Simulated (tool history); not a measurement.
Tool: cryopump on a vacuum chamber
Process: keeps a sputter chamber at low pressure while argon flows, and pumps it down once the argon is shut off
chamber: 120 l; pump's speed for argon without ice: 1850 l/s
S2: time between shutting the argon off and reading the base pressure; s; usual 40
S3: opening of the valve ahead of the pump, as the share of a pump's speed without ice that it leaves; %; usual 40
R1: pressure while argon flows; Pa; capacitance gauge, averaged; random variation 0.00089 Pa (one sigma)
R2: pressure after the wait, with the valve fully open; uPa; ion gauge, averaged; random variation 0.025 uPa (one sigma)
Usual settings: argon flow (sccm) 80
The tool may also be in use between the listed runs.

run 1 hour=0.0 | argon_flow_(sccm)=80 S2=40 S3=40 | R1=0.1988 R2=1.09
run 2 hour=93.3 | argon_flow_(sccm)=80 S2=40 S3=40 | R1=0.2033 R2=1.01
run 3 hour=167.2 | argon_flow_(sccm)=80 S2=40 S3=40 | R1=0.2048 R2=1.07
run 4 hour=272.4 | argon_flow_(sccm)=80 S2=40 S3=40 | R1=0.2077 R2=1.10
run 5 hour=359.7 | argon_flow_(sccm)=80 S2=40 S3=40 | R1=0.2102 R2=1.11
run 6 hour=470.6 | argon_flow_(sccm)=80 S2=40 S3=40 | R1=0.2148 R2=1.14
-- hour=486.4 pump warmed up, emptied and cooled again
run 7 hour=581.3 | argon_flow_(sccm)=80 S2=47 S3=40 | R1=0.1867 R2=0.93
run 8 hour=637.2 | argon_flow_(sccm)=80 S2=47 S3=40 | R1=0.1883 R2=0.95
run 9 hour=756.2 | argon_flow_(sccm)=80 S2=25 S3=40 | R1=0.1900 R2=1.52
run 10 hour=834.5 | argon_flow_(sccm)=80 S2=213 S3=40 | R1=0.1912 R2=0.47
run 11 hour=902.5 | argon_flow_(sccm)=80 S2=60 S3=40 | R1=0.1928 R2=0.77
run 12 hour=1015.6 | argon_flow_(sccm)=80 S2=60 S3=40 | R1=0.1962 R2=0.87
run 13 hour=1113.9 | argon_flow_(sccm)=81 S2=49 S3=16 | R1=0.4790 R2=0.98
run 14 hour=1206.6 | argon_flow_(sccm)=47 S2=40 S3=19 | R1=0.2375 R2=1.10
run 15 hour=1313.5 | argon_flow_(sccm)=47 S2=40 S3=19 | R1=0.2365 R2=1.16
run 16 hour=1431.0 | argon_flow_(sccm)=47 S2=40 S3=19 | R1=0.2384 R2=1.17
run 17 hour=1496.6 | argon_flow_(sccm)=47 S2=40 S3=19 | R1=0.2394 R2=1.25
run 18 hour=1609.6 | argon_flow_(sccm)=40 S2=40 S3=40 | R1=0.1047 R2=1.25
run 19 hour=1717.5 | argon_flow_(sccm)=108 S2=34 S3=45 | R1=0.2623 R2=1.47
-- hour=1762.7 pump warmed up, emptied and cooled again
run 20 hour=1780.5 | argon_flow_(sccm)=108 S2=34 S3=45 | R1=0.2218 R2=1.28
run 21 hour=1865.8 | argon_flow_(sccm)=108 S2=54 S3=45 | R1=0.2258 R2=0.97
run 22 hour=1968.4 | argon_flow_(sccm)=106 S2=194 S3=43 | R1=0.2334 R2=0.55
run 23 hour=2074.6 | argon_flow_(sccm)=106 S2=194 S3=43 | R1=0.2361 R2=0.57

Forecast each of these 4 alternatives for the next run:
run A hour=2177.5 | argon_flow_(sccm)=33 S2=194 S3=43 | R1=? R2=?
run B hour=2177.5 | argon_flow_(sccm)=111 S2=69 S3=51 | R1=? R2=?
run C hour=2177.5 | argon_flow_(sccm)=37 S2=97 S3=18 | R1=? R2=?
run D hour=2177.5 | argon_flow_(sccm)=114 S2=113 S3=28 | R1=? R2=?

run=A R1=0.0755 R2=0.61
run=B R1=0.2135 R2=0.91
run=C R1=0.1925 R2=0.79
run=D R1=0.3874 R2=0.70
Without the tool's hidden state the same runs would have given:
run=A R1=0.0714 R2=0.34
run=B R1=0.1997 R2=0.63
run=C R1=0.1879 R2=0.52
run=D R1=0.3731 R2=0.43
